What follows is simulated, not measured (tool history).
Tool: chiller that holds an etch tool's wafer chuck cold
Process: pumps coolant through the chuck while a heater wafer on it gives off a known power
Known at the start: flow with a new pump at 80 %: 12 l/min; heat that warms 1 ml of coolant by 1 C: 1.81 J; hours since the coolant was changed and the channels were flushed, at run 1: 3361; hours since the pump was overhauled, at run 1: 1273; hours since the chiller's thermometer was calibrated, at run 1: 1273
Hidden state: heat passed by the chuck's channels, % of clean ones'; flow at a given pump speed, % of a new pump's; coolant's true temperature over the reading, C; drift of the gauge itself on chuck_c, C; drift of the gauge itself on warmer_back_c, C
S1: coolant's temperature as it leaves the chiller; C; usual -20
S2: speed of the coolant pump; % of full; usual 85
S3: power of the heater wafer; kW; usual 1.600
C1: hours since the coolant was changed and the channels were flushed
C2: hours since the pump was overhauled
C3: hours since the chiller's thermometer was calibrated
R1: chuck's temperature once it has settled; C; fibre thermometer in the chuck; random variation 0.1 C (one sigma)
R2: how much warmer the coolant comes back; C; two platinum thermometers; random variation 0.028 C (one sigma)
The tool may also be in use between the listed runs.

Run 1, hour 0.0: usual settings; C1 3361; C2 1273; C3 1273. Result: R1 -3.1 C, R2 4.20 C.
Run 2, hour 24.3: usual settings but S1 -21 C; C1 3386; C2 1298; C3 1298. Result: R1 -3.9 C, R2 4.19 C.
Run 3, hour 51.5: usual settings but S1 -21 C; C1 3413; C2 1325; C3 1325. Result: R1 -3.8 C, R2 4.18 C.
Run 4, hour 88.7: usual settings but S3 1.290 kW; C1 3450; C2 1362; C3 1362. Result: R1 -6.4 C, R2 3.34 C.
Run 5, hour 118.1: usual settings but S3 1.290 kW; C1 3480; C2 1391; C3 1391. Result: R1 -6.3 C, R2 3.39 C.
Run 6, hour 143.7: usual settings but S3 1.290 kW; C1 3505; C2 1417; C3 1417. Result: R1 -6.2 C, R2 3.39 C.
Run 7, hour 178.8: usual settings but S2 80 % of full; C1 3540; C2 1452; C3 1452. Result: R1 -2.0 C, R2 4.46 C.
Run 8, hour 216.4: usual settings but S2 80 % of full; C1 3578; C2 1490; C3 1490. Result: R1 -1.9 C, R2 4.46 C.
Run 9, hour 242.7: usual settings; C1 3604; C2 1516; C3 1516. Result: R1 -3.1 C, R2 4.17 C.
Run 10, hour 276.3: usual settings but S1 -13 C; C1 3638; C2 1550; C3 1550. Result: R1 4.1 C, R2 4.15 C.
Run 11, hour 295.4: usual settings but S2 67 % of full; C1 3657; C2 1569; C3 1569. Result: R1 1.9 C, R2 5.35 C.
Run 12, hour 317.8: usual settings but S2 67 % of full; C1 3679; C2 1591; C3 1591. Result: R1 1.7 C, R2 5.43 C.
Run 13, hour 345.5: usual settings; C1 3707; C2 1619; C3 1619. Result: R1 -2.7 C, R2 4.23 C.
Run 14, hour 369.5: usual settings; C1 3731; C2 1643; C3 1643. Result: R1 -2.7 C, R2 4.18 C.
Run 15, hour 390.5: usual settings but S2 87 % of full; C1 3752; C2 1664; C3 1664. Result: R1 -3.1 C, R2 4.07 C.
Run 16, hour 421.2: usual settings but S2 87 % of full; C1 3783; C2 1694; C3 1694. Result: R1 -3.3 C, R2 4.08 C.
Run 17, hour 447.3: usual settings; C1 3809; C2 1721; C3 1721. Result: R1 -2.7 C, R2 4.19 C.
Run 18, hour 478.1: usual settings but S2 95 % of full, S3 1.732 kW; C1 3840; C2 1751; C3 1751. Result: R1 -3.0 C, R2 4.02 C.
At hour 486.9: coolant pump overhauled.
Run 19, hour 508.7: usual settings but S1 -25 C, S2 95 % of full, S3 1.728 kW; C1 3865; C2 22; C3 1777. Result: R1 -8.0 C, R2 4.07 C.
Run 20, hour 531.1: usual settings but S1 -24 C, S2 77 % of full, S3 1.811 kW; C1 3888; C2 44; C3 1799. Result: R1 -2.2 C, R2 5.29 C.
Run 21, hour 553.9: usual settings but S1 -24 C, S2 77 % of full, S3 1.811 kW; C1 3910; C2 67; C3 1822. Result: R1 -2.1 C, R2 5.35 C.
Run 22, hour 596.3: usual settings but S1 -24 C, S2 77 % of full, S3 1.811 kW; C1 3953; C2 109; C3 1865. Result: R1 -1.9 C, R2 5.33 C.
Run 23, hour 636.6: usual settings but S1 -24 C, S3 1.218 kW; C1 3993; C2 150; C3 1905. Result: R1 -10.6 C, R2 3.23 C.
Run 24, hour 669.1: usual settings but S1 -22 C, S3 2.278 kW; C1 4026; C2 182; C3 1937. Result: R1 3.4 C, R2 6.03 C.
Run 25, hour 694.6: usual settings but S1 -22 C, S2 95 % of full, S3 2.278 kW; C1 4051; C2 208; C3 1963. Result: R1 0.7 C, R2 5.36 C.
Run 26, hour 735.2: usual settings but S1 -19 C, S2 82 % of full, S3 2.278 kW; C1 4092; C2 248; C3 2003. Result: R1 7.4 C, R2 6.27 C.
At hour 752.7: coolant pump overhauled, once more.
Run 27, hour 777.4: usual settings but S1 -19 C, S2 82 % of full, S3 2.278 kW; C1 4129; C2 25; C3 2041. Result: R1 6.8 C, R2 6.11 C.
Run 28, hour 819.9: usual settings but S1 -19 C, S2 82 % of full, S3 2.278 kW; C1 4171; C2 67; C3 2083. Result: R1 6.8 C, R2 6.15 C.
Run 29, hour 848.0: usual settings but S1 -19 C, S2 82 % of full, S3 2.278 kW; C1 4199; C2 95; C3 2111. Result: R1 6.7 C, R2 6.07 C.
Run 30, hour 871.8: usual settings but S1 -17 C; C1 4223; C2 119; C3 2135. Result: R1 0.5 C, R2 4.17 C.
Run 31, hour 893.4: usual settings but S1 -17 C; C1 4245; C2 141; C3 2157. Result: R1 0.5 C, R2 4.11 C.
Run 32, hour 939.3: usual settings but S1 -17 C; C1 4291; C2 187; C3 2203. Result: R1 0.5 C, R2 4.18 C.

How the hidden state differs across the entries between the runs, from the last listed run before each to the first after it:
Between runs 18 and 19: coolant pump overhauled (hour 486.9)
  heat passed by the chuck's channels, % of clean ones': 84.9 -> 84.8; flow at a given pump speed, % of a new pump's: 98.7 -> 97.8
  measured less the result without the state, R1: +2.0 -> +2.2 C; R2: +0.05 -> +0.09 C
Between runs 26 and 27: coolant pump overhauled, once more (hour 752.7)
  heat passed by the chuck's channels, % of clean ones': 83.9 -> 83.7; flow at a given pump speed, % of a new pump's: 97.5 -> 99.7; coolant's true temperature over the reading, C: -0.44 -> -0.45
  measured less the result without the state, R1: +3.8 -> +3.3 C; R2: +0.16 -> +0.02 C
